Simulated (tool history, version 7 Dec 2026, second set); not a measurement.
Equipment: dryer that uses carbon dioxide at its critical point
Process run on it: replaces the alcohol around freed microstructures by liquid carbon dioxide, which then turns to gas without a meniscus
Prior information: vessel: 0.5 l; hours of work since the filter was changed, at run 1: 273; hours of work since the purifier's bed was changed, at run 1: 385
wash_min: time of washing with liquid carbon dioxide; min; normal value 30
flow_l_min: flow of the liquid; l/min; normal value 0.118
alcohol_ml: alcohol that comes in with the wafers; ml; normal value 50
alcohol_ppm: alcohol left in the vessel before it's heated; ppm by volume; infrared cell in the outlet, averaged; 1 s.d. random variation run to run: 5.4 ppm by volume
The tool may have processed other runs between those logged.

| run | hour | wash_min | flow_l_min | alcohol_ml | hours of work since the filter was changed | hours of work since the purifier's bed was changed | alcohol_ppm |
|---|---|---|---|---|---|---|---|
| 1 | 0.0 | 30 | 0.118 | 50 | 273 | 385 | 215 |
| 2 | 18.0 | 30 | 0.118 | 50 | 283 | 396 | 225 |
| 3 | 40.3 | 30 | 0.118 | 50 | 296 | 409 | 220 |
| 4 | 60.7 | 30 | 0.118 | 50 | 308 | 421 | 223 |
| 5 | 74.7 | 30 | 0.118 | 39 | 316 | 429 | 179 |
| 6 | 88.3 | 30 | 0.118 | 39 | 324 | 437 | 196 |
| 7 | 111.9 | 30 | 0.118 | 39 | 338 | 451 | 192 |
| 8 | 129.9 | 30 | 0.118 | 39 | 348 | 461 | 184 |
| 9 | 153.1 | 30 | 0.118 | 39 | 362 | 474 | 199 |
| 10 | 165.9 | 21 | 0.118 | 39 | 369 | 482 | 1063 |
| 11 | 183.6 | 21 | 0.118 | 39 | 379 | 492 | 1089 |
| 12 | 196.0 | 30 | 0.118 | 50 | 386 | 499 | 247 |
| 13 | 216.0 | 30 | 0.118 | 50 | 398 | 511 | 256 |
| 14 | 234.9 | 30 | 0.072 | 50 | 409 | 522 | 2495 |
| 15 | 249.3 | 30 | 0.072 | 50 | 417 | 530 | 2612 |
| 16 | 264.8 | 30 | 0.118 | 50 | 427 | 539 | 263 |
| 17 | 286.9 | 30 | 0.118 | 50 | 439 | 552 | 270 |
| 18 | 310.6 | 30 | 0.118 | 50 | 453 | 566 | 276 |
|  | 319.9 | inlet filter changed |
| 19 | 327.8 | 30 | 0.121 | 50 | 5 | 575 | 156 |
| 20 | 352.3 | 30 | 0.121 | 50 | 19 | 590 | 163 |
| 21 | 372.2 | 30 | 0.118 | 26 | 30 | 601 | 121 |
| 22 | 389.1 | 30 | 0.118 | 26 | 40 | 611 | 126 |
| 23 | 411.4 | 27 | 0.118 | 50 | 53 | 624 | 333 |
| 24 | 426.2 | 27 | 0.118 | 50 | 62 | 633 | 332 |
| 25 | 440.8 | 18 | 0.118 | 57 | 70 | 641 | 2340 |
| 26 | 452.9 | 45 | 0.118 | 30 | 77 | 648 | 44 |
| 27 | 468.5 | 33 | 0.195 | 36 | 86 | 657 | 56 |
| 28 | 482.2 | 31 | 0.159 | 63 | 94 | 665 | 68 |
| 29 | 494.7 | 31 | 0.142 | 21 | 102 | 673 | 62 |
| 30 | 507.2 | 46 | 0.180 | 50 | 109 | 680 | 46 |
| 31 | 525.6 | 46 | 0.180 | 50 | 120 | 691 | 53 |
| 32 | 543.1 | 20 | 0.150 | 56 | 130 | 701 | 505 |
| 33 | 563.5 | 29 | 0.096 | 56 | 142 | 713 | 799 |
| 34 | 588.2 | 29 | 0.132 | 75 | 156 | 727 | 193 |
| 35 | 602.6 | 29 | 0.080 | 37 | 164 | 735 | 1231 |
| 36 | 617.3 | 27 | 0.167 | 82 | 173 | 744 | 96 |
| 37 | 635.4 | 27 | 0.167 | 82 | 183 | 754 | 96 |
| 38 | 659.7 | 27 | 0.167 | 82 | 198 | 768 | 110 |
| 39 | 675.5 | 27 | 0.167 | 82 | 207 | 778 | 102 |
| 40 | 697.9 | 27 | 0.167 | 41 | 220 | 791 | 93 |
| 41 | 717.0 | 27 | 0.123 | 22 | 231 | 802 | 175 |
| 42 | 728.9 | 27 | 0.176 | 54 | 238 | 809 | 87 |
| 43 | 749.6 | 32 | 0.098 | 107 | 250 | 821 | 889 |
| 44 | 765.6 | 24 | 0.201 | 21 | 259 | 830 | 74 |
| 45 | 785.4 | 30 | 0.108 | 50 | 271 | 842 | 389 |
| 46 | 797.3 | 32 | 0.201 | 50 | 278 | 848 | 68 |
| 47 | 812.6 | 36 | 0.093 | 50 | 286 | 857 | 349 |

What would each run have given without the hidden state, its run-to-run variation left as it was?
What the log doesn't record here: flow that reaches the vessel past the clogged filter, %; alcohol in the recycled carbon dioxide, ppm; drift of the gauge itself on alcohol_ppm, %.
| run | alcohol_ppm |
|---|---|
| 1 | 137 |
| 2 | 142 |
| 3 | 133 |
| 4 | 134 |
| 5 | 103 |
| 6 | 116 |
| 7 | 109 |
| 8 | 98 |
| 9 | 111 |
| 10 | 751 |
| 11 | 760 |
| 12 | 134 |
| 13 | 138 |
| 14 | 1820 |
| 15 | 1890 |
| 16 | 136 |
| 17 | 136 |
| 18 | 136 |
| 19 | 112 |
| 20 | 117 |
| 21 | 73 |
| 22 | 77 |
| 23 | 268 |
| 24 | 265 |
| 25 | 2148 |
| 26 | 0 |
| 27 | 8 |
| 28 | 18 |
| 29 | 13 |
| 30 | 0 |
| 31 | 6 |
| 32 | 392 |
| 33 | 646 |
| 34 | 113 |
| 35 | 1021 |
| 36 | 34 |
| 37 | 32 |
| 38 | 41 |
| 39 | 36 |
| 40 | 30 |
| 41 | 91 |
| 42 | 24 |
| 43 | 626 |
| 44 | 13 |
| 45 | 242 |
| 46 | 9 |
| 47 | 207 |
